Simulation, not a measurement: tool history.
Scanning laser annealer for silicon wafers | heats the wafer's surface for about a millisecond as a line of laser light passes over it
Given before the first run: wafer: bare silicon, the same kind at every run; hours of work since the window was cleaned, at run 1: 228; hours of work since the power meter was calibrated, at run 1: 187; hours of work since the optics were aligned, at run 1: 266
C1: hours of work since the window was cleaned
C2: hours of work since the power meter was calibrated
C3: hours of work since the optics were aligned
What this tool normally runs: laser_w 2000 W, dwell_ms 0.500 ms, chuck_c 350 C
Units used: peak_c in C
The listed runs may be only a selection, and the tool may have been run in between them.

{"run": 1, "hour": 0.0, "laser_w": 2000, "dwell_ms": 0.5, "chuck_c": 350, "C1": 228, "C2": 187, "C3": 266, "peak_c": 1131}
{"run": 2, "hour": 18.9, "laser_w": 2000, "dwell_ms": 0.5, "chuck_c": 350, "C1": 238, "C2": 198, "C3": 277, "peak_c": 1133}
{"run": 3, "hour": 35.5, "laser_w": 2000, "dwell_ms": 0.5, "chuck_c": 350, "C1": 247, "C2": 207, "C3": 286, "peak_c": 1135}
{"run": 4, "hour": 53.2, "laser_w": 2000, "dwell_ms": 0.5, "chuck_c": 350, "C1": 257, "C2": 216, "C3": 295, "peak_c": 1133}
{"run": 5, "hour": 77.1, "laser_w": 2000, "dwell_ms": 0.5, "chuck_c": 350, "C1": 270, "C2": 230, "C3": 308, "peak_c": 1128}
{"run": 6, "hour": 101.7, "laser_w": 2000, "dwell_ms": 0.5, "chuck_c": 350, "C1": 284, "C2": 243, "C3": 322, "peak_c": 1128}
{"hour": 108.0, "done": "optics aligned, line set to its width"}
{"run": 7, "hour": 122.4, "laser_w": 2000, "dwell_ms": 0.5, "chuck_c": 387, "C1": 292, "C2": 252, "C3": 8, "peak_c": 1159}
{"run": 8, "hour": 145.6, "laser_w": 2000, "dwell_ms": 0.5, "chuck_c": 381, "C1": 305, "C2": 264, "C3": 21, "peak_c": 1156}
{"run": 9, "hour": 170.1, "laser_w": 2000, "dwell_ms": 0.5, "chuck_c": 381, "C1": 318, "C2": 278, "C3": 34, "peak_c": 1152}
{"run": 10, "hour": 191.4, "laser_w": 2000, "dwell_ms": 0.5, "chuck_c": 350, "C1": 330, "C2": 289, "C3": 46, "peak_c": 1116}
{"run": 11, "hour": 208.9, "laser_w": 2059, "dwell_ms": 0.534, "chuck_c": 338, "C1": 339, "C2": 299, "C3": 55, "peak_c": 1154}
{"hour": 217.4, "done": "optics aligned, line set to its width, once more"}
{"run": 12, "hour": 237.1, "laser_w": 2059, "dwell_ms": 0.534, "chuck_c": 338, "C1": 352, "C2": 311, "C3": 11, "peak_c": 1159}
{"run": 13, "hour": 261.5, "laser_w": 2003, "dwell_ms": 0.428, "chuck_c": 350, "C1": 365, "C2": 325, "C3": 24, "peak_c": 1072}
{"run": 14, "hour": 281.9, "laser_w": 2003, "dwell_ms": 0.428, "chuck_c": 350, "C1": 377, "C2": 336, "C3": 35, "peak_c": 1074}
{"run": 15, "hour": 292.5, "laser_w": 1816, "dwell_ms": 0.373, "chuck_c": 323, "C1": 382, "C2": 342, "C3": 41, "peak_c": 937}
{"run": 16, "hour": 311.0, "laser_w": 1816, "dwell_ms": 0.373, "chuck_c": 323, "C1": 392, "C2": 352, "C3": 51, "peak_c": 939}
{"run": 17, "hour": 327.7, "laser_w": 1816, "dwell_ms": 0.373, "chuck_c": 323, "C1": 402, "C2": 361, "C3": 60, "peak_c": 939}
{"run": 18, "hour": 351.6, "laser_w": 2185, "dwell_ms": 0.597, "chuck_c": 323, "C1": 415, "C2": 374, "C3": 73, "peak_c": 1228}
{"run": 19, "hour": 376.1, "laser_w": 1860, "dwell_ms": 0.444, "chuck_c": 344, "C1": 428, "C2": 387, "C3": 87, "peak_c": 1020}

For each entry between runs, how does the tool's hidden state at the last listed run before it compare with that at the first listed run after it?
Between runs 6 and 7: optics aligned, line set to its width (hour 108.0)
  light that passes the window, % of a clean one's: 96.5 -> 96.39; width of the line over the set one, %: 0.96 -> 1.23
  measured value less the no-hidden-state value, peak_c: -32 -> -34 C
Between runs 11 and 12: optics aligned, line set to its width, once more (hour 217.4)
  light that passes the window, % of a clean one's: 95.8 -> 95.65; width of the line over the set one, %: 1.34 -> 0.2
  measured value less the no-hidden-state value, peak_c: -42 -> -37 C
